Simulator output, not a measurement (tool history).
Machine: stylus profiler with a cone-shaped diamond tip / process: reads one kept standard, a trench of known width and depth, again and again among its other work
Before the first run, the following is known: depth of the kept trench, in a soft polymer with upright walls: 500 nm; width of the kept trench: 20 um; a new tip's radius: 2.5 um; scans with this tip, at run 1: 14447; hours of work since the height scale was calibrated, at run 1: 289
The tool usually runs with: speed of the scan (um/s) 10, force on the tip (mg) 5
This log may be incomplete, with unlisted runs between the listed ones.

| run | hour | speed of the scan (um/s) | force on the tip (mg) | scans with this tip | hours of work since the height scale was calibrated | depth of the trench (Å) | width of the trench's floor (nm) |
|---|---|---|---|---|---|---|---|
| 1 | 0 | 10 | 5 | 14447 | 289 | 5149.2 | 15180 |
| 2 | 43.9 | 10 | 5 | 14729 | 319 | 5147.6 | 15120 |
| 3 | 87.7 | 10 | 5 | 15011 | 350 | 5149.2 | 15110 |
| 4 | 129.2 | 10 | 7.47 | 15278 | 379 | 5195 | 15160 |
| 5 | 165.9 | 10 | 7.47 | 15514 | 405 | 5196.4 | 15070 |
| 6 | 218.5 | 10 | 7.47 | 15852 | 441 | 5195.9 | 15030 |
| 7 | 250.6 | 10 | 5 | 16059 | 464 | 5154.5 | 15000 |
| 8 | 287.4 | 10 | 5 | 16296 | 489 | 5156 | 15020 |
| 9 | 341.7 | 10 | 2.57 | 16645 | 527 | 5103.1 | 14990 |
| 10 | 384.4 | 10 | 10.77 | 16920 | 557 | 5249.4 | 14940 |
| 11 | 427.4 | 10 | 10.77 | 17197 | 587 | 5252.8 | 14890 |
| 12 | 486 | 10 | 3.42 | 17573 | 628 | 5125.2 | 14880 |
| 13 | 513.6 | 13 | 3.42 | 17751 | 647 | 5127.8 | 14800 |
| 14 | 539.2 | 13 | 3.42 | 17916 | 665 | 5125.2 | 14780 |
| 15 | 588 | 13 | 3.42 | 18229 | 699 | 5128.6 | 14820 |
| 16 | 642.4 | 13 | 3.42 | 18579 | 737 | 5126.1 | 14730 |
| 17 | 692.7 | 10 | 4.16 | 18903 | 772 | 5148.6 | 14690 |
| 18 | 723.8 | 10 | 1.87 | 19103 | 794 | 5092.6 | 14730 |
| 19 | 749.6 | 10 | 1.87 | 19269 | 812 | 5092.3 | 14700 |
| 20 | 792.8 | 10 | 5 | 19547 | 842 | 5163.4 | 14660 |
| 21 | 817.7 | 10 | 5 | 19707 | 859 | 5162.5 | 14610 |
| 22 | 861.3 | 10 | 5 | 19987 | 890 | 5164.9 | 14600 |
| 23 | 913.2 | 10 | 5 | 20321 | 926 | 5164.7 | 14630 |
| 24 | 947.4 | 10 | 8.4 | 20541 | 950 | 5222.4 | 14620 |
| 25 | 977.2 | 10 | 8.4 | 20733 | 971 | 5224.2 | 14600 |
| 26 | 1017.8 | 3 | 2.23 | 20994 | 999 | 5108.4 | 14540 |
| 27 | 1052.6 | 8 | 2.51 | 21218 | 1023 | 5116.1 | 14490 |
| 28 | 1103.4 | 16 | 1.88 | 21545 | 1059 | 5100.3 | 14450 |
| 29 | 1150.4 | 16 | 1.88 | 21847 | 1092 | 5103.5 | 14360 |
| 30 | 1177.5 | 8 | 2.66 | 22021 | 1111 | 5120.8 | 14410 |
|  | 1195.6 | new tip fitted, height scale calibrated |
| 31 | 1234.3 | 8 | 2.66 | 249 | 27 | 5095.8 | 16890 |
| 32 | 1264.1 | 30 | 4.11 | 441 | 48 | 5125.2 | 16740 |
| 33 | 1292.6 | 14 | 8.05 | 624 | 68 | 5193.4 | 16830 |
| 34 | 1321.3 | 14 | 8.05 | 809 | 88 | 5196.5 | 16830 |
| 35 | 1373.2 | 36 | 3.23 | 1142 | 124 | 5111.2 | 16550 |
| 36 | 1413.7 | 36 | 3.23 | 1403 | 152 | 5109.4 | 16600 |
| 37 | 1448.5 | 36 | 3.23 | 1627 | 177 | 5111.4 | 16480 |
| 38 | 1493.3 | 36 | 9.61 | 1915 | 208 | 5222 | 16550 |
| 39 | 1552.4 | 5 | 1.68 | 2295 | 249 | 5074.4 | 16530 |
| 40 | 1599.4 | 5 | 2.47 | 2598 | 282 | 5096.2 | 16520 |
| 41 | 1640.7 | 11 | 5 | 2863 | 311 | 5149.1 | 16430 |
| 42 | 1701.1 | 19 | 5 | 3251 | 353 | 5150 | 16440 |
| 43 | 1756.8 | 10 | 11.17 | 3610 | 392 | 5251.4 | 16370 |
| 44 | 1817 | 2 | 4.04 | 3997 | 434 | 5137 | 16380 |

Below, some changes in depth of the trench (Å) between adjacent runs. For each, the amount present without the hidden state too (settings, incoming material, random variation) and the amount remaining for the hidden state with gauge scatter not shared by both compared results:
Hidden conditions of the tool in this case: radius of the tip, um; height scale over the true one, %; drift of the gauge itself on depth_nm, %; drift of the gauge itself on floor_um, %.
Run 9 -> 10: force on the tip (mg) 2.57 -> 10.77. depth of the trench (Å) +146.3: hidden state +1.2, all else +145.1.
Run 11 -> 12: force on the tip (mg) 10.77 -> 3.42. depth of the trench (Å) -127.6: hidden state +0.6, all else -128.2.
Run 30 -> 31: new tip fitted, height scale calibrated. depth of the trench (Å) -25: hidden state -27.5, all else +2.5.
Run 38 -> 39: speed of the scan (um/s) 36 -> 5, force on the tip (mg) 9.61 -> 1.68. depth of the trench (Å) -147.6: hidden state +0.8, all else -148.4.
Run 42 -> 43: speed of the scan (um/s) 19 -> 10, force on the tip (mg) 5 -> 11.17. depth of the trench (Å) +101.4: hidden state +1.3, all else +100.1.

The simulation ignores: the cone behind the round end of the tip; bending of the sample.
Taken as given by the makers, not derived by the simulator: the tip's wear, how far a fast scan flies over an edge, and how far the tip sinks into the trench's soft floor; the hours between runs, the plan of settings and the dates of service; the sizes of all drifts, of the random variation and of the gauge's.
